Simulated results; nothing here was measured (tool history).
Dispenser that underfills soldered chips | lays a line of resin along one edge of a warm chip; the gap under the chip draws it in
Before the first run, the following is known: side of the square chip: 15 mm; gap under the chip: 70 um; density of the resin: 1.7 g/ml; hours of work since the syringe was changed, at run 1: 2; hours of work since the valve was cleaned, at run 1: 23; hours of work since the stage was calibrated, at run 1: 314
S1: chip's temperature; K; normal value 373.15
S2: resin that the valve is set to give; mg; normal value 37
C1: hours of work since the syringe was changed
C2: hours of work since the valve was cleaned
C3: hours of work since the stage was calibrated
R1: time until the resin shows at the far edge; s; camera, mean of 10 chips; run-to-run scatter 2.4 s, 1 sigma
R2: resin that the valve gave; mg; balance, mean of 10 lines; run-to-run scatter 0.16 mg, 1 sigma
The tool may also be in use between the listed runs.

{"run": 1, "hour": 0.0, "S1": 373.15, "S2": 37, "C1": 2, "C2": 23, "C3": 314, "R1": 253.7, "R2": 36.33}
{"hour": 8.4, "done": "new syringe of resin"}
{"run": 2, "hour": 10.2, "S1": 373.15, "S2": 37, "C1": 1, "C2": 30, "C3": 321, "R1": 239.4, "R2": 36.28}
{"run": 3, "hour": 18.5, "S1": 373.15, "S2": 37, "C1": 8, "C2": 37, "C3": 328, "R1": 317.1, "R2": 36.03}
{"hour": 19.8, "done": "new syringe of resin"}
{"hour": 31.0, "done": "new syringe of resin"}
{"run": 4, "hour": 35.7, "S1": 373.15, "S2": 37, "C1": 4, "C2": 49, "C3": 340, "R1": 266.6, "R2": 36.1}
{"hour": 43.2, "done": "new syringe of resin"}
{"run": 5, "hour": 44.9, "S1": 373.15, "S2": 37, "C1": 1, "C2": 56, "C3": 347, "R1": 237.2, "R2": 35.5}
{"hour": 55.5, "done": "new syringe of resin"}
{"run": 6, "hour": 56.1, "S1": 373.15, "S2": 37, "C1": 0, "C2": 64, "C3": 355, "R1": 226.7, "R2": 35.42}
{"run": 7, "hour": 63.4, "S1": 373.15, "S2": 31.4, "C1": 6, "C2": 70, "C3": 361, "R1": 316.3, "R2": 29.93}
{"hour": 67.9, "done": "new syringe of resin"}
{"run": 8, "hour": 72.2, "S1": 385.15, "S2": 43.6, "C1": 3, "C2": 76, "C3": 367, "R1": 157.1, "R2": 41.47}
{"hour": 79.9, "done": "new syringe of resin"}
{"run": 9, "hour": 85.4, "S1": 386.15, "S2": 35.3, "C1": 4, "C2": 86, "C3": 377, "R1": 168.9, "R2": 33.36}
{"hour": 92.5, "done": "new syringe of resin"}
{"run": 10, "hour": 94.3, "S1": 386.15, "S2": 35.3, "C1": 1, "C2": 93, "C3": 383, "R1": 147.9, "R2": 33.39}
{"hour": 104.7, "done": "new syringe of resin"}
{"run": 11, "hour": 106.2, "S1": 362.15, "S2": 35.3, "C1": 1, "C2": 101, "C3": 392, "R1": 391.4, "R2": 33.18}
{"run": 12, "hour": 115.5, "S1": 373.15, "S2": 31.7, "C1": 8, "C2": 108, "C3": 399, "R1": 357.2, "R2": 29.48}

What if the next run were any one of these 5? Each begins from the tool's condition after run 12:
{"hour": 116.5, "done": "new syringe of resin"}
{"hour": 129.0, "done": "new syringe of resin"}
{"run": "A", "hour": 132.3, "S1": 373.15, "S2": 31.6, "C1": 3, "C2": 121, "C3": 411, "R1": "?", "R2": "?"}
{"hour": 116.5, "done": "new syringe of resin"}
{"hour": 129.0, "done": "new syringe of resin"}
{"run": "B", "hour": 132.3, "S1": 388.15, "S2": 47.6, "C1": 3, "C2": 121, "C3": 411, "R1": "?", "R2": "?"}
{"hour": 116.5, "done": "new syringe of resin"}
{"hour": 129.0, "done": "new syringe of resin"}
{"run": "C", "hour": 132.3, "S1": 359.15, "S2": 31.5, "C1": 3, "C2": 121, "C3": 411, "R1": "?", "R2": "?"}
{"hour": 116.5, "done": "new syringe of resin"}
{"hour": 129.0, "done": "new syringe of resin"}
{"run": "D", "hour": 132.3, "S1": 373.15, "S2": 46, "C1": 3, "C2": 121, "C3": 411, "R1": "?", "R2": "?"}
{"hour": 116.5, "done": "new syringe of resin"}
{"hour": 129.0, "done": "new syringe of resin"}
{"run": "E", "hour": 132.3, "S1": 379.15, "S2": 46.5, "C1": 3, "C2": 121, "C3": 411, "R1": "?", "R2": "?"}

run=A R1=276.6 R2=29.15
run=B R1=133.5 R2=44
run=C R1=501.2 R2=29.03
run=D R1=248.1 R2=42.6
run=E R1=193.1 R2=43.19
What these runs would have given with no unlogged condition in the tool:
run=A R1=248.6 R2=31.47
run=B R1=123.2 R2=47.51
run=C R1=452.1 R2=31.34
run=D R1=229.6 R2=46
run=E R1=178.5 R2=46.63
